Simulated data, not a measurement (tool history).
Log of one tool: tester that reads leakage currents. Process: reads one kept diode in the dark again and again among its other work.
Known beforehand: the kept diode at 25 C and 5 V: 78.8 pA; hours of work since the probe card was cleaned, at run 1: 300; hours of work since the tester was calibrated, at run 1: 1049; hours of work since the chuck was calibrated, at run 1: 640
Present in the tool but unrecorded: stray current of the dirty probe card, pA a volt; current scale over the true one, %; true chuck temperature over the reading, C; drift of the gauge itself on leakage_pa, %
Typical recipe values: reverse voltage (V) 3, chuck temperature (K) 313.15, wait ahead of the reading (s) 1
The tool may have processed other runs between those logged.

run	day	reverse voltage (V)	chuck temperature (K)	wait ahead of the reading (s)	hours of work since the probe card was cleaned	hours of work since the tester was calibrated	hours of work since the chuck was calibrated	current that the tester gives (pA)
1	0	3	313.15	1	300	1049	640	211.79
2	1.033	3	313.15	1.79	319	1067	658	212.97
3	2.417	3	310.15	1	344	1092	683	169
# day 3.017: chuck's temperature calibrated
4	4.129	3	313.15	1	373	1122	20	204.82
5	5.938	3	313.15	1	406	1154	53	206.21
6	7.042	3	313.15	3.2	426	1174	72	206.07
7	8.096	3	313.15	8.78	445	1193	91	205.64
8	9.812	3	313.15	8.78	475	1224	122	207.29
9	11.575	3	311.15	1	507	1256	154	178.11
10	13.088	3	311.15	1	534	1283	181	179.24
11	14.004	3	311.15	1	551	1299	198	178.91
12	15.117	3	311.15	1	571	1319	218	178.93
13	16.208	1.83	313.15	1	591	1339	238	161.64
14	17.867	1.83	313.15	1	621	1369	267	161.62
15	19.496	1.83	313.15	1	650	1398	297	162.85
16	20.638	1.83	313.15	1	671	1419	317	162.42
17	21.679	1.83	313.15	1	689	1438	336	162.65
18	23	3	323.15	1	713	1461	360	443.3
19	24.042	3	313.15	1	732	1480	379	211.48
20	25.329	3	313.15	1.26	755	1503	402	211.97
21	26.904	3	313.15	1.26	783	1532	430	211.89
22	28.296	3	318.15	0.77	808	1557	455	308.04
23	29.65	3	318.15	0.77	833	1581	480	308.74
24	31.354	3	302.15	0.77	864	1612	510	91.42
25	32.646	6.62	295.15	6.35	887	1635	534	80.78
26	33.783	1.13	295.15	0.47	907	1656	554	31.41
27	34.654	1.13	295.15	0.47	923	1671	570	31.49
28	36.204	3	315.15	1	951	1699	598	248.54
29	37.354	2.23	324.15	7.27	972	1720	619	410.44
30	39.033	2.23	324.15	7.27	1002	1750	649	410.98
31	39.9	5.64	313.15	7.27	1018	1766	664	299.11
32	40.629	2.73	313.15	0.69	1031	1779	678	206.2
# day 41.588: chuck's temperature calibrated
33	41.617	3.57	330.15	1.49	1047	1795	0	766.59
34	43.283	3.57	330.15	1.49	1077	1825	31	760.07
35	44.846	3.57	316.15	0.72	1105	1854	59	283.99
36	46.154	16.11	313.15	1	1129	1877	82	509.01
37	47.138	8.88	315.15	4.97	1146	1895	100	424.72
38	48.317	8.88	315.15	4.97	1168	1916	121	425.75
39	49.896	8.88	315.15	4.97	1196	1945	150	426.5

4 ways to go on from here, each from the tool as it stands after run 39. What would each give?
A	50.629	3.57	316.15	1.17	1209	1958	163	?
B	50.629	6.45	315.15	4.97	1209	1958	163	?
C	50.629	8.93	297.15	2.15	1209	1958	163	?
D	50.629	8.88	294.15	4.97	1209	1958	163	?

run	current that the tester gives (pA)
A	285.52
B	363.37
C	113.5
D	89.79
Had the tool no hidden state, the same runs would have come out as:
run	current that the tester gives (pA)
A	280.74
B	354.01
C	98.95
D	75.32
